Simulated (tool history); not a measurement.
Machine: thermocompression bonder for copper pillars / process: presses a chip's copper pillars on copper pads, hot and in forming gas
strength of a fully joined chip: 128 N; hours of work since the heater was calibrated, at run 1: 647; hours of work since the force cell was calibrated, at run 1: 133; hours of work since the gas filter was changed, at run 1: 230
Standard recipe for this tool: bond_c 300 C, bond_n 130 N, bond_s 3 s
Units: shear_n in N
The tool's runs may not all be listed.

run	day	bond_c	bond_n	bond_s	hours of work since the heater was calibrated	hours of work since the force cell was calibrated	hours of work since the gas filter was changed	shear_n
1	0.000	300	130	3	647	133	230	64.8
2	0.358	300	83	3	652	138	235	40.4
3	0.742	300	83	3	657	143	240	40.1
4	1.075	300	83	3	662	148	245	41.3
5	1.279	300	130	3	664	151	247	64.2
6	1.567	297	130	3	668	155	251	62.7
7	1.833	297	79	3	672	158	255	36.9
8	2.167	297	79	3	677	163	260	36.7
9	2.429	300	130	3	680	167	263	64.1
10	2.600	300	130	3	683	169	266	64.1
11	2.929	322	130	3	687	174	270	78.3
12	3.242	285	125	2	692	178	275	45.1
13	3.629	285	125	2	697	183	280	44.6
14	4.012	304	125	3	702	189	286	64.6
15	4.329	304	125	3	707	193	290	63.7
16	4.546	326	93	9	710	196	293	86.7
17	4.746	300	130	3	713	199	296	64.0
18	4.942	300	130	3	715	202	298	64.1

For run 19, what comes out?
# day 5.000: forming gas filter changed
19	5.225	300	130	3	719	205	3	?

Run 19 gave shear_n 64.6 N.
If the tool had no hidden condition, the same run with the same run-to-run variation would have returned shear_n 64.3 N.

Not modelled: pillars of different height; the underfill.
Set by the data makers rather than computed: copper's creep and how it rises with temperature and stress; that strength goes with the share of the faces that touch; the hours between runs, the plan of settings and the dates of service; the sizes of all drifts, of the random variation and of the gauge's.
